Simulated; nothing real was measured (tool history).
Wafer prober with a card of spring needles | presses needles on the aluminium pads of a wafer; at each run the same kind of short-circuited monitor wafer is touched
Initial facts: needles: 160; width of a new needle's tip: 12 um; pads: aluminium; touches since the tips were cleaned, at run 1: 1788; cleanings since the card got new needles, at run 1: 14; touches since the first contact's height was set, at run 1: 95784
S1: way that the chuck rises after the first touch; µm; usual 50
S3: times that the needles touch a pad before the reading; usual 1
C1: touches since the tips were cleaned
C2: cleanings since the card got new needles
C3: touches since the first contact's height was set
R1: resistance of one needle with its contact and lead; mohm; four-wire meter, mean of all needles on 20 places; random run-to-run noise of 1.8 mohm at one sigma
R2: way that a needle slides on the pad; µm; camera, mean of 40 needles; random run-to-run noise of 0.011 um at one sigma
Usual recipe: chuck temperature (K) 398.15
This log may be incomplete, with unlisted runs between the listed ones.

Run 1, hour 0.0: usual settings; C1 1788; C2 14; C3 95784. Result: R1 257 mohm, R2 7.68 µm.
Run 2, hour 5.3: usual settings; C1 3912; C2 14; C3 97908. Result: R1 310 mohm, R2 7.67 µm.
At hour 10.4: tips cleaned on abrasive film.
Run 3, hour 11.2: usual settings but S3 2; C1 330; C2 15; C3 100225. Result: R1 208 mohm, R2 7.67 µm.
Run 4, hour 16.0: usual settings; C1 2211; C2 15; C3 102106. Result: R1 274 mohm, R2 7.65 µm.
Run 5, hour 23.0: usual settings; C1 5026; C2 15; C3 104921. Result: R1 333 mohm, R2 7.66 µm.
At hour 25.2: tips cleaned on abrasive film.
Run 6, hour 32.0: usual settings but chuck temperature (K) 332.15; C1 2711; C2 16; C3 108466. Result: R1 298 mohm, R2 7.67 µm.
At hour 40.4: tips cleaned on abrasive film.
Run 7, hour 41.7: usual settings but chuck temperature (K) 332.15; C1 496; C2 17; C3 112273. Result: R1 204 mohm, R2 7.65 µm.
Run 8, hour 51.1: usual settings; C1 4266; C2 17; C3 116043. Result: R1 324 mohm, R2 7.63 µm.
At hour 55.1: tips cleaned on abrasive film.
Run 9, hour 60.2: usual settings; C1 2035; C2 18; C3 119612. Result: R1 279 mohm, R2 7.65 µm.
Run 10, hour 65.0: usual settings; C1 3952; C2 18; C3 121529. Result: R1 326 mohm, R2 7.63 µm.
At hour 69.6: tips cleaned on abrasive film.
Run 11, hour 69.7: usual settings; C1 36; C2 19; C3 123379. Result: R1 197 mohm, R2 7.64 µm.
Run 12, hour 77.5: usual settings; C1 3125; C2 19; C3 126468. Result: R1 300 mohm, R2 7.64 µm.
At hour 78.2: height of the first contact set anew.
Run 13, hour 82.2: usual settings; C1 4885; C2 19; C3 1582. Result: R1 336 mohm, R2 7.80 µm.
At hour 85.0: tips cleaned on abrasive film.
Run 14, hour 86.7: usual settings; C1 667; C2 20; C3 3337. Result: R1 222 mohm, R2 7.79 µm.
Run 15, hour 94.7: usual settings; C1 3863; C2 20; C3 6533. Result: R1 312 mohm, R2 7.77 µm.
At hour 99.8: tips cleaned on abrasive film.
Run 16, hour 102.9: usual settings but S3 3; C1 1260; C2 21; C3 9770. Result: R1 211 mohm, R2 7.77 µm.
Run 17, hour 107.9: usual settings but S3 3; C1 3262; C2 21; C3 11772. Result: R1 233 mohm, R2 7.77 µm.
At hour 114.9: tips cleaned on abrasive film.
Run 18, hour 117.6: usual settings but S3 3; C1 1089; C2 22; C3 15589. Result: R1 210 mohm, R2 7.74 µm.
Run 19, hour 126.8: usual settings but S1 45 µm, S3 2; C1 4767; C2 22; C3 19267. Result: R1 301 mohm, R2 6.98 µm.
At hour 129.8: tips cleaned on abrasive film.
Run 20, hour 131.2: usual settings but S1 55 µm; C1 569; C2 23; C3 20978. Result: R1 210 mohm, R2 8.54 µm.
Run 21, hour 135.9: usual settings but chuck temperature (K) 311.15, S3 2; C1 2419; C2 23; C3 22828. Result: R1 233 mohm, R2 7.75 µm.
Run 22, hour 143.9: usual settings but S1 58 µm, chuck temperature (K) 336.15; C1 5632; C2 23; C3 26041. Result: R1 312 mohm, R2 8.99 µm.

What will run 23 give?
At hour 144.6: tips cleaned on abrasive film.
Run 23, hour 150.6: usual settings but S3 2; C1 2362; C2 24; C3 28651. Result: R1 ?, R2 ?.

R1: 239 mohm
R2: 7.76 µm
Without the tool's hidden state the same run would have given R1 182 mohm, R2 7.80 µm.

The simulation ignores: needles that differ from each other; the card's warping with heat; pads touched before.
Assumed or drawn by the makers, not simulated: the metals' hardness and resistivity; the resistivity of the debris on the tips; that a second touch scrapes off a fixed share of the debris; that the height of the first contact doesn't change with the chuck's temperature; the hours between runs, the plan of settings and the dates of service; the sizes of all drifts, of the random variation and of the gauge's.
